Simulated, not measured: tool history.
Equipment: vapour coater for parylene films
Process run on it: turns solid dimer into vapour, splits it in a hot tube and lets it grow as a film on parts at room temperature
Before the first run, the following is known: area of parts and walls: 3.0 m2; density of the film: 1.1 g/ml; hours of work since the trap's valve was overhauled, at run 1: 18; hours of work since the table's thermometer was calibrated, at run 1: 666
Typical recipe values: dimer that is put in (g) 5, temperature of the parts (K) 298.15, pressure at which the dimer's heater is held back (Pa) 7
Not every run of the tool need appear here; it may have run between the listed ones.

run	hour	dimer that is put in (g)	temperature of the parts (K)	pressure at which the dimer's heater is held back (Pa)	hours of work since the trap's valve was overhauled	hours of work since the table's thermometer was calibrated	thickness of the film (um)
1	0	5	298.15	7	18	666	0.757
2	26.6	5	298.15	7	31	679	0.756
3	59.7	5	298.15	7	47	696	0.756
4	81.5	8	298.15	7	58	707	1.172
5	104.7	5	298.15	8.18	70	718	0.719
6	131.4	5	298.15	8.18	83	731	0.718
7	168.7	5	298.15	8.18	101	750	0.707
8	206.1	5	305.15	7	120	768	0.515
9	226.5	5	305.15	7	130	778	0.53
10	250	2	305.15	7	142	790	0.194
11	281.6	5	298.15	7.86	157	806	0.71
12	316.9	5	298.15	4.09	175	823	0.76
13	337.6	5	298.15	7	185	833	0.71
14	355.6	5	298.15	3.02	194	842	0.801
15	391.8	5	298.15	3.02	212	860	0.788
16	422.2	5	298.15	3.02	227	875	0.796
17	440.1	5	298.15	3.02	236	884	0.783
18	476.4	5	298.15	3.02	254	902	0.769
19	493.3	5	298.15	7	262	910	0.676
20	527.3	5	298.15	11.15	279	927	0.624
# hour 530: table's thermometer calibrated
21	563.6	7	307.15	8.3	296	17	0.621
# hour 582.7: trap's valve overhauled
22	601.8	5	304.15	5.41	9	34	0.615
23	629.3	5	299.15	7	23	47	0.734
24	658	5	299.15	7	37	61	0.738
25	687.3	5	297.15	5.15	52	76	0.847
26	723	5	297.15	5.15	69	94	0.83
# hour 734.6: table's thermometer calibrated, once more
27	755.9	4	299.15	9.55	85	11	0.52
28	784.4	7	298.15	2.04	99	25	1.241
29	808	5	296.15	2.36	111	36	0.95
30	829.1	9	298.15	7	121	47	1.317
31	855	5	298.15	5.45	134	60	0.753
32	872.7	5	298.15	5.45	143	68	0.745
33	905.9	9	307.15	10.53	159	85	0.792
34	936.3	9	307.15	10.53	175	100	0.786
35	971.4	5	302.15	7	192	117	0.586
36	1002.1	4	302.15	7	207	132	0.47
37	1026.4	8	308.15	2.24	219	144	0.858
38	1051.3	3	306.15	2.06	231	157	0.341
39	1077	4	306.15	6.82	244	170	0.395

4 options for the next run, each taken on its own from the tool as it stands now. Forecast them:
A	1101.7	3	303.15	6.82	256	182	?
B	1101.7	4	292.15	2.87	256	182	?
C	1101.7	2	298.15	7	256	182	?
D	1101.7	3	295.15	6.82	256	182	?

run	thickness of the film (um)
A	0.314
B	0.847
C	0.27
D	0.474
Without the tool's hidden state the same runs would have given:
run	thickness of the film (um)
A	0.347
B	0.93
C	0.297
D	0.521

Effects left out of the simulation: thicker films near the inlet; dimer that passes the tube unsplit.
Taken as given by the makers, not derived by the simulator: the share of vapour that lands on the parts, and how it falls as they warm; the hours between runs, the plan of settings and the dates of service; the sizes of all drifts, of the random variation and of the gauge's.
